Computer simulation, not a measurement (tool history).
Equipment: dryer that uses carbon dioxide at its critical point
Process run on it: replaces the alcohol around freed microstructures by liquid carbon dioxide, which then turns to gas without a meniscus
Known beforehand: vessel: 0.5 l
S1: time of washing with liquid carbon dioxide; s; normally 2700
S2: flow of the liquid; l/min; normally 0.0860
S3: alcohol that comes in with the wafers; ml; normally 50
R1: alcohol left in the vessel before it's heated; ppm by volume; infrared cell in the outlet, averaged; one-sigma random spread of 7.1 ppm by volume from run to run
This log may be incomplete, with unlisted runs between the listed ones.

run,hour,S1,S2,S3,R1
1,0.0,2700,0.0860,50,389
2,14.2,2700,0.0860,50,390
3,28.3,2700,0.0967,50,211
4,43.4,2040,0.0860,50,1498
5,62.1,2040,0.0860,119,3539
6,76.3,2700,0.0618,50,1862
7,91.1,3720,0.0618,50,445
8,102.3,2100,0.0860,50,1386
9,118.9,2100,0.0860,50,1405
10,130.7,2100,0.0860,50,1403
11,139.7,2700,0.0860,95,786
12,150.6,2700,0.0860,95,777
13,163.6,2700,0.0860,95,797
14,172.4,2700,0.0549,95,5766
15,187.1,2700,0.0549,95,5945
16,204.6,2700,0.0549,95,5801
17,219.4,2700,0.0860,50,453
18,227.6,2700,0.0860,50,468
19,243.1,2700,0.0860,50,466
20,258.7,2700,0.0860,50,464
21,267.8,2700,0.0860,50,480
22,279.3,2700,0.0860,50,478
23,298.0,2700,0.0860,50,492
# hour 305.9: inlet filter changed
24,315.2,2700,0.0860,50,371
25,326.8,2100,0.0667,30,2010
26,337.1,1860,0.1104,22,320
27,351.8,3300,0.1208,36,38
28,362.6,3300,0.1208,36,44
29,371.4,1980,0.0951,59,1260
30,389.1,3060,0.1337,28,35
31,400.5,4080,0.1439,50,41
32,410.2,2700,0.0980,31,135
33,427.7,2700,0.0863,89,663
34,437.7,2700,0.0863,89,690
35,455.0,2700,0.1429,89,56
36,468.9,1680,0.0536,89,20994
37,486.3,3480,0.0956,62,86
38,495.4,1680,0.0956,58,2587
39,507.5,3900,0.0860,50,75
40,526.0,3900,0.0860,50,81
41,534.5,1980,0.0850,64,2374
42,542.4,1980,0.0850,64,2395
43,559.8,2040,0.0757,75,4012
44,573.8,2040,0.1232,21,157
45,589.5,1740,0.1232,38,517

Each row is a separate what-if for the run after 45, all from the same tool condition, not one after another. Results?
A,599.0,1740,0.0746,38,?
B,599.0,2700,0.1186,26,?
C,599.0,2700,0.0783,21,?
D,599.0,2160,0.0869,55,?

run,R1
A,3473
B,77
C,330
D,1349
The same runs, with their run-to-run variation unchanged, on a tool lacking any hidden condition would have given:
run,R1
A,2995
B,29
C,233
D,1075
